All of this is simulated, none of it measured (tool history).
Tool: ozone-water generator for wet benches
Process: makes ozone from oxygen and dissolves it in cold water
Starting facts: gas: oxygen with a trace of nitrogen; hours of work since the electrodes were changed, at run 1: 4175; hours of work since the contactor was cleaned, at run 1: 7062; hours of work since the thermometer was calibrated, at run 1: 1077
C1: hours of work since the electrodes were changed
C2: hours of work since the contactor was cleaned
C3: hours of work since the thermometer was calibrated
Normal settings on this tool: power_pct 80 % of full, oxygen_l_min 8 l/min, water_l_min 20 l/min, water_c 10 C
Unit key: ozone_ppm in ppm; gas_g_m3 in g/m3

Run 1, day 0: usual settings; C1 4175; C2 7062; C3 1077. Result: ozone_ppm 47.2 ppm, gas_g_m3 269.6 g/m3.
Run 2, day 4.292: usual settings; C1 4274; C2 7161; C3 1176. Result: ozone_ppm 47.3 ppm, gas_g_m3 270.3 g/m3.
Run 3, day 9.104: usual settings; C1 4386; C2 7272; C3 1288. Result: ozone_ppm 47.5 ppm, gas_g_m3 271.2 g/m3.
Run 4, day 11.746: usual settings; C1 4447; C2 7334; C3 1349. Result: ozone_ppm 47.8 ppm, gas_g_m3 273.1 g/m3.
Run 5, day 16.475: usual settings but power_pct 86 % of full; C1 4556; C2 7443; C3 1458. Result: ozone_ppm 49.3 ppm, gas_g_m3 283.1 g/m3.
Run 6, day 20.354: usual settings but power_pct 86 % of full; C1 4646; C2 7533; C3 1548. Result: ozone_ppm 49.5 ppm, gas_g_m3 280.7 g/m3.
Run 7, day 23.404: usual settings but power_pct 86 % of full; C1 4717; C2 7603; C3 1619. Result: ozone_ppm 48.9 ppm, gas_g_m3 279.9 g/m3.
At day 26.412: contactor cleaned.
Run 8, day 28.433: usual settings; C1 4829; C2 47; C3 1731. Result: ozone_ppm 47.6 ppm, gas_g_m3 269.6 g/m3.
Run 9, day 31.917: usual settings but oxygen_l_min 5.57 l/min; C1 4910; C2 127; C3 1812. Result: ozone_ppm 46.1 ppm, gas_g_m3 321.9 g/m3.
Run 10, day 34.979: usual settings but oxygen_l_min 5.57 l/min; C1 4981; C2 198; C3 1883. Result: ozone_ppm 46.5 ppm, gas_g_m3 323.6 g/m3.
Run 11, day 38.567: usual settings but oxygen_l_min 5.57 l/min; C1 5064; C2 281; C3 1966. Result: ozone_ppm 46.1 ppm, gas_g_m3 321.2 g/m3.
Run 12, day 42.638: usual settings but power_pct 40 % of full; C1 5158; C2 375; C3 2060. Result: ozone_ppm 34 ppm, gas_g_m3 191.5 g/m3.
Run 13, day 46.342: usual settings but power_pct 40 % of full; C1 5244; C2 461; C3 2146. Result: ozone_ppm 33.3 ppm, gas_g_m3 191 g/m3.
Run 14, day 49.329: usual settings but power_pct 40 % of full; C1 5313; C2 530; C3 2215. Result: ozone_ppm 33.4 ppm, gas_g_m3 191.3 g/m3.
Run 15, day 53.446: usual settings; C1 5408; C2 626; C3 2310. Result: ozone_ppm 48 ppm, gas_g_m3 271.5 g/m3.
Run 16, day 55.467: usual settings; C1 5455; C2 672; C3 2357. Result: ozone_ppm 48.1 ppm, gas_g_m3 268.9 g/m3.
Run 17, day 58.058: usual settings; C1 5515; C2 732; C3 2417. Result: ozone_ppm 47.8 ppm, gas_g_m3 269.4 g/m3.
Run 18, day 60.542: usual settings but power_pct 56 % of full, water_c 8 C; C1 5572; C2 790; C3 2474. Result: ozone_ppm 41 ppm, gas_g_m3 224.7 g/m3.
Run 19, day 62.817: usual settings but power_pct 56 % of full, water_c 8 C; C1 5625; C2 842; C3 2527. Result: ozone_ppm 40.9 ppm, gas_g_m3 225.3 g/m3.
Run 20, day 66.412: usual settings but power_pct 56 % of full, water_c 8 C; C1 5708; C2 926; C3 2610. Result: ozone_ppm 40.9 ppm, gas_g_m3 226.1 g/m3.
Run 21, day 68.467: usual settings but water_l_min 18 l/min; C1 5755; C2 973; C3 2658. Result: ozone_ppm 50.9 ppm, gas_g_m3 270.9 g/m3.
Run 22, day 71.25: usual settings but oxygen_l_min 7.48 l/min, water_c 6 C; C1 5820; C2 1038; C3 2722. Result: ozone_ppm 50 ppm, gas_g_m3 278.5 g/m3.
Run 23, day 73.258: usual settings but oxygen_l_min 7.48 l/min, water_c 6 C; C1 5866; C2 1084; C3 2769. Result: ozone_ppm 50.4 ppm, gas_g_m3 278.1 g/m3.
Run 24, day 77.75: usual settings but water_l_min 27 l/min, water_c 5 C; C1 5970; C2 1188; C3 2873. Result: ozone_ppm 41.8 ppm, gas_g_m3 270.4 g/m3.
Run 25, day 81.783: usual settings but oxygen_l_min 9.92 l/min, water_c 11 C; C1 6064; C2 1281; C3 2966. Result: ozone_ppm 46.8 ppm, gas_g_m3 245.3 g/m3.
Run 26, day 84.879: usual settings but power_pct 66 % of full, oxygen_l_min 5.4 l/min, water_l_min 18 l/min, water_c 18 C; C1 6135; C2 1353; C3 3038. Result: ozone_ppm 39.9 ppm, gas_g_m3 294.6 g/m3.
Run 27, day 89.058: usual settings but power_pct 86 % of full, water_l_min 13 l/min, water_c 12 C; C1 6232; C2 1450; C3 3134. Result: ozone_ppm 59.9 ppm, gas_g_m3 280.5 g/m3.
Run 28, day 91.529: usual settings but power_pct 49 % of full, water_l_min 31 l/min, water_c 18 C; C1 6289; C2 1507; C3 3191. Result: ozone_ppm 24.1 ppm, gas_g_m3 212.2 g/m3.
Run 29, day 93.617: usual settings but power_pct 43 % of full, oxygen_l_min 4.84 l/min, water_l_min 29 l/min, water_c 5 C; C1 6337; C2 1555; C3 3240. Result: ozone_ppm 25.8 ppm, gas_g_m3 250.6 g/m3.
Run 30, day 97.217: usual settings but power_pct 43 % of full, oxygen_l_min 4.84 l/min, water_l_min 29 l/min, water_c 5 C; C1 6421; C2 1639; C3 3323. Result: ozone_ppm 25.2 ppm, gas_g_m3 248.1 g/m3.
Run 31, day 100.488: usual settings but water_l_min 16 l/min; C1 6496; C2 1714; C3 3399. Result: ozone_ppm 54.7 ppm, gas_g_m3 270.7 g/m3.
Run 32, day 103.271: usual settings but power_pct 96 % of full, water_l_min 25 l/min; C1 6561; C2 1779; C3 3463. Result: ozone_ppm 45.2 ppm, gas_g_m3 293.7 g/m3.
Run 33, day 106.321: usual settings but water_l_min 22 l/min, water_c 8 C; C1 6631; C2 1849; C3 3534. Result: ozone_ppm 45.4 ppm, gas_g_m3 270.4 g/m3.
Run 34, day 110.908: usual settings but power_pct 89 % of full, oxygen_l_min 7.68 l/min, water_l_min 22 l/min, water_c 15 C; C1 6738; C2 1955; C3 3640. Result: ozone_ppm 43.6 ppm, gas_g_m3 291.4 g/m3.

Consider 3 possible next runs. They are alternatives, not a sequence: every one starts from the tool as it was left by run 34. What does each give?
Run A, day 115.083: usual settings but water_l_min 18 l/min; C1 6834; C2 2052; C3 3736. Result: ozone_ppm ?, gas_g_m3 ?.
Run B, day 115.083: usual settings but power_pct 81 % of full; C1 6834; C2 2052; C3 3736. Result: ozone_ppm ?, gas_g_m3 ?.
Run C, day 115.083: usual settings but power_pct 89 % of full, oxygen_l_min 7.68 l/min, water_l_min 22 l/min, water_c 14 C; C1 6834; C2 2052; C3 3736. Result: ozone_ppm ?, gas_g_m3 ?.

run  ozone_ppm  gas_g_m3
  A       50.6     269.6
  B       47.8     272.1
  C       44.4     289.4
Stripped of hidden state, with their random variation kept, the same runs would have yielded:
run  ozone_ppm  gas_g_m3
  A       50.7     270.1
  B       47.9     272.5
  C       44.4     289.9
